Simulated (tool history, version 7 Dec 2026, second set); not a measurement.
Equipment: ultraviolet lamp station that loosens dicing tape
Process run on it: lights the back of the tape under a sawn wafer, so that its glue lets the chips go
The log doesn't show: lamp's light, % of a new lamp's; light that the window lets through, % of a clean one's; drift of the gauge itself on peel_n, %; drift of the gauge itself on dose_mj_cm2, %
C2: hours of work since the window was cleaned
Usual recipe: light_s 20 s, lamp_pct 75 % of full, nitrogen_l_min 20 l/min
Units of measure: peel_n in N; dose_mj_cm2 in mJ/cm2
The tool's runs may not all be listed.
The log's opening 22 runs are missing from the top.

{"run": 23, "hour": 695.9, "light_s": 27, "lamp_pct": 97, "nitrogen_l_min": 11, "hours of work of the lamp": 1446, "C2": 217, "peel_n": 0.386, "dose_mj_cm2": 568}
{"run": 24, "hour": 734.1, "light_s": 10, "lamp_pct": 97, "nitrogen_l_min": 11, "hours of work of the lamp": 1474, "C2": 245, "peel_n": 2.791, "dose_mj_cm2": 207}
{"run": 25, "hour": 768.0, "light_s": 20, "lamp_pct": 93, "nitrogen_l_min": 24, "hours of work of the lamp": 1499, "C2": 270, "peel_n": 0.461, "dose_mj_cm2": 395}
{"run": 26, "hour": 798.0, "light_s": 13, "lamp_pct": 81, "nitrogen_l_min": 7, "hours of work of the lamp": 1521, "C2": 292, "peel_n": 3.352, "dose_mj_cm2": 222}
{"hour": 807.5, "done": "window cleaned of glue's vapour"}
{"run": 27, "hour": 823.9, "light_s": 13, "lamp_pct": 81, "nitrogen_l_min": 7, "hours of work of the lamp": 1539, "C2": 12, "peel_n": 3.129, "dose_mj_cm2": 238}
{"run": 28, "hour": 860.4, "light_s": 15, "lamp_pct": 72, "nitrogen_l_min": 13, "hours of work of the lamp": 1566, "C2": 39, "peel_n": 2.021, "dose_mj_cm2": 237}
{"run": 29, "hour": 892.3, "light_s": 19, "lamp_pct": 70, "nitrogen_l_min": 19, "hours of work of the lamp": 1589, "C2": 62, "peel_n": 1.082, "dose_mj_cm2": 292}
{"run": 30, "hour": 912.6, "light_s": 16, "lamp_pct": 70, "nitrogen_l_min": 21, "hours of work of the lamp": 1604, "C2": 77, "peel_n": 1.464, "dose_mj_cm2": 245}
{"run": 31, "hour": 936.8, "light_s": 16, "lamp_pct": 70, "nitrogen_l_min": 21, "hours of work of the lamp": 1622, "C2": 94, "peel_n": 1.492, "dose_mj_cm2": 239}
{"run": 32, "hour": 968.3, "light_s": 36, "lamp_pct": 77, "nitrogen_l_min": 37, "hours of work of the lamp": 1645, "C2": 117, "peel_n": 0.176, "dose_mj_cm2": 586}
{"run": 33, "hour": 1000.2, "light_s": 20, "lamp_pct": 75, "nitrogen_l_min": 10, "hours of work of the lamp": 1668, "C2": 141, "peel_n": 1.562, "dose_mj_cm2": 315}
{"run": 34, "hour": 1046.3, "light_s": 20, "lamp_pct": 99, "nitrogen_l_min": 7, "hours of work of the lamp": 1701, "C2": 174, "peel_n": 1.247, "dose_mj_cm2": 405}
{"run": 35, "hour": 1085.5, "light_s": 20, "lamp_pct": 99, "nitrogen_l_min": 7, "hours of work of the lamp": 1730, "C2": 203, "peel_n": 1.297, "dose_mj_cm2": 399}
{"run": 36, "hour": 1110.3, "light_s": 20, "lamp_pct": 99, "nitrogen_l_min": 7, "hours of work of the lamp": 1748, "C2": 221, "peel_n": 1.35, "dose_mj_cm2": 396}
{"run": 37, "hour": 1152.4, "light_s": 21, "lamp_pct": 79, "nitrogen_l_min": 20, "hours of work of the lamp": 1779, "C2": 252, "peel_n": 0.844, "dose_mj_cm2": 319}
{"run": 38, "hour": 1194.5, "light_s": 21, "lamp_pct": 96, "nitrogen_l_min": 8, "hours of work of the lamp": 1810, "C2": 283, "peel_n": 1.221, "dose_mj_cm2": 383}
{"hour": 1218.6, "done": "window cleaned of glue's vapour"}
{"run": 39, "hour": 1229.4, "light_s": 21, "lamp_pct": 70, "nitrogen_l_min": 8, "hours of work of the lamp": 1835, "C2": 8, "peel_n": 1.998, "dose_mj_cm2": 303}
{"run": 40, "hour": 1273.3, "light_s": 32, "lamp_pct": 75, "nitrogen_l_min": 34, "hours of work of the lamp": 1867, "C2": 40, "peel_n": 0.233, "dose_mj_cm2": 488}
{"run": 41, "hour": 1298.3, "light_s": 20, "lamp_pct": 89, "nitrogen_l_min": 20, "hours of work of the lamp": 1885, "C2": 58, "peel_n": 0.67, "dose_mj_cm2": 353}
{"run": 42, "hour": 1334.1, "light_s": 20, "lamp_pct": 89, "nitrogen_l_min": 20, "hours of work of the lamp": 1911, "C2": 84, "peel_n": 0.709, "dose_mj_cm2": 350}

What if the next run were any one of these 3? Each begins from the tool's condition after run 42:
{"run": "A", "hour": 1362.7, "light_s": 20, "lamp_pct": 70, "nitrogen_l_min": 20, "hours of work of the lamp": 1932, "C2": 105, "peel_n": "?", "dose_mj_cm2": "?"}
{"run": "B", "hour": 1362.7, "light_s": 36, "lamp_pct": 78, "nitrogen_l_min": 38, "hours of work of the lamp": 1932, "C2": 105, "peel_n": "?", "dose_mj_cm2": "?"}
{"run": "C", "hour": 1362.7, "light_s": 21, "lamp_pct": 79, "nitrogen_l_min": 8, "hours of work of the lamp": 1932, "C2": 105, "peel_n": "?", "dose_mj_cm2": "?"}

run=A peel_n=1.225 dose_mj_cm2=273
run=B peel_n=0.191 dose_mj_cm2=545
run=C peel_n=1.795 dose_mj_cm2=320
With the hidden condition removed and each run's random variation left untouched, the same runs would have given:
run=A peel_n=0.344 dose_mj_cm2=479
run=B peel_n=0.157 dose_mj_cm2=955
run=C peel_n=0.532 dose_mj_cm2=561
